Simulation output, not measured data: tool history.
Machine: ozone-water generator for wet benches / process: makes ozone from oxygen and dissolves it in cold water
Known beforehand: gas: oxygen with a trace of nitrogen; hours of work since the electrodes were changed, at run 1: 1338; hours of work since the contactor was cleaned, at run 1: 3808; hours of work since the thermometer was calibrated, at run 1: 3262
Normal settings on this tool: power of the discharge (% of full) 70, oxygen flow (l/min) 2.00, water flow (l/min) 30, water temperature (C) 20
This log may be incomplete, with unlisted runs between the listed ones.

run    hour  power of the discharge (% of full)  oxygen flow (l/min)  water flow (l/min)  water temperature (C)  hours of work since the electrodes were changed  hours of work since the contactor was cleaned  hours of work since the thermometer was calibrated  dissolved ozone (ppm)  ozone in the gas ahead of the water (g/m3)
  1     0.0                                  70                 2.00                  30                     20                                             1338                                           3808                                                3262                    6.4                                       143.3
  2    40.9                                  70                 2.00                  30                     20                                             1368                                           3838                                                3292                    6.3                                       142.4
  3    87.6                                  70                 2.00                  30                     20                                             1403                                           3873                                                3326                    6.3                                       143.7
  4   130.9                                  70                 2.00                  30                     20                                             1435                                           3905                                                3358                    6.3                                       143.7
  5   211.6                                  70                 2.00                  30                     20                                             1494                                           3964                                                3418                    6.7                                       144.0
  6   280.3                                  70                 2.00                  30                     20                                             1545                                           4015                                                3469                    6.4                                       143.2
  7   326.4                                  70                 2.00                  30                     20                                             1579                                           4049                                                3503                    6.3                                       141.1
  8   406.8                                  70                 2.00                  30                     20                                             1638                                           4109                                                3562                    6.3                                       141.8
  9   477.3                                  70                 1.44                  30                     20                                             1691                                           4161                                                3614                    5.4                                       160.9
 10   549.1                                  70                 2.00                  30                     15                                             1744                                           4214                                                3667                    6.5                                       141.7
 11   606.2                                  70                 2.00                  30                     15                                             1786                                           4256                                                3710                    6.7                                       141.3
 12   674.6                                  70                 2.00                  30                     20                                             1836                                           4306                                                3760                    6.4                                       142.0
      687.5  -- contactor cleaned
 13   712.6                                  70                 2.00                  30                     20                                             1861                                             19                                                3785                    6.5                                       141.1
      717.5  -- water thermometer calibrated
 14   784.3                                  70                 2.00                  30                     18                                             1914                                             71                                                  49                    6.4                                       141.1
 15   829.2                                  70                 2.13                  30                     20                                             1947                                            104                                                  83                    6.7                                       138.5
 16   878.0                                  70                 2.13                  30                     20                                             1983                                            140                                                 119                    7.0                                       136.4
 17   933.0                                  70                 2.00                  32                     20                                             2024                                            181                                                 159                    6.3                                       142.0
      957.3  -- water thermometer calibrated, once more
 18  1001.8                                  49                 2.00                  38                     20                                             2074                                            231                                                  33                    4.2                                       113.1
 19  1042.2                                  70                 2.84                  41                     17                                             2104                                            261                                                  63                    5.8                                       121.2
 20  1086.2                                  72                 1.03                  26                     15                                             2137                                            294                                                  95                    5.5                                       182.3
 21  1160.6                                  92                 2.00                  30                     14                                             2192                                            349                                                 150                    7.9                                       164.6
 22  1233.3                                  92                 2.00                  30                     14                                             2245                                            403                                                 204                    8.0                                       164.7
 23  1266.9                                  92                 2.00                  30                     14                                             2270                                            427                                                 229                    8.1                                       163.4
 24  1329.8                                  92                 2.00                  30                     14                                             2317                                            474                                                 275                    8.0                                       162.9
 25  1404.2                                  60                 2.00                  30                     12                                             2372                                            529                                                 330                    6.4                                       127.0
 26  1485.4                                  43                 3.15                  34                     17                                             2432                                            589                                                 390                    5.3                                        87.1
 27  1564.1                                  43                 1.52                  34                     28                                             2490                                            647                                                 448                    3.5                                       113.3
 28  1640.0                                  57                 1.28                  42                     28                                             2546                                            703                                                 504                    3.3                                       146.7
 29  1718.8                                  60                 3.13                  33                     24                                             2604                                            761                                                 563                    6.2                                       106.1
 30  1759.4                                  60                 3.13                  23                     21                                             2634                                            791                                                 593                    8.7                                       106.3
 31  1837.9                                  60                 3.13                  23                     21                                             2692                                            849                                                 651                    8.7                                       106.1
 32  1912.5                                  71                 3.13                  33                     21                                             2747                                            904                                                 706                    7.1                                       116.0

Take each entry between the runs: how does the hidden state at the last listed run before it differ from the hidden state at the first listed run after it?
Runs 12 to 13: contactor cleaned (hour 687.5)
  yield of the discharge, % of new electrodes': 94.8 -> 94.7; contactor's efficiency, % of a clean one's: 84.9 -> 99.3
  measured minus no-state result, dissolved ozone (ppm): -0.8 -> -0.3; ozone in the gas ahead of the water (g/m3): -7.9 -> -7.9
Runs 13 to 14: water thermometer calibrated (hour 717.5)
  yield of the discharge, % of new electrodes': 94.7 -> 94.5; contactor's efficiency, % of a clean one's: 99.3 -> 99.1; true water temperature over the reading, C: 0.13 -> 0.19
  measured minus no-state result, dissolved ozone (ppm): -0.3 -> -0.5; ozone in the gas ahead of the water (g/m3): -7.9 -> -8.2
Runs 17 to 18: water thermometer calibrated, once more (hour 957.3)
  yield of the discharge, % of new electrodes': 94.2 -> 94; contactor's efficiency, % of a clean one's: 98.8 -> 98.6; true water temperature over the reading, C: 0.19 -> 0.02
  measured minus no-state result, dissolved ozone (ppm): -0.4 -> -0.3; ozone in the gas ahead of the water (g/m3): -8.8 -> -5.5
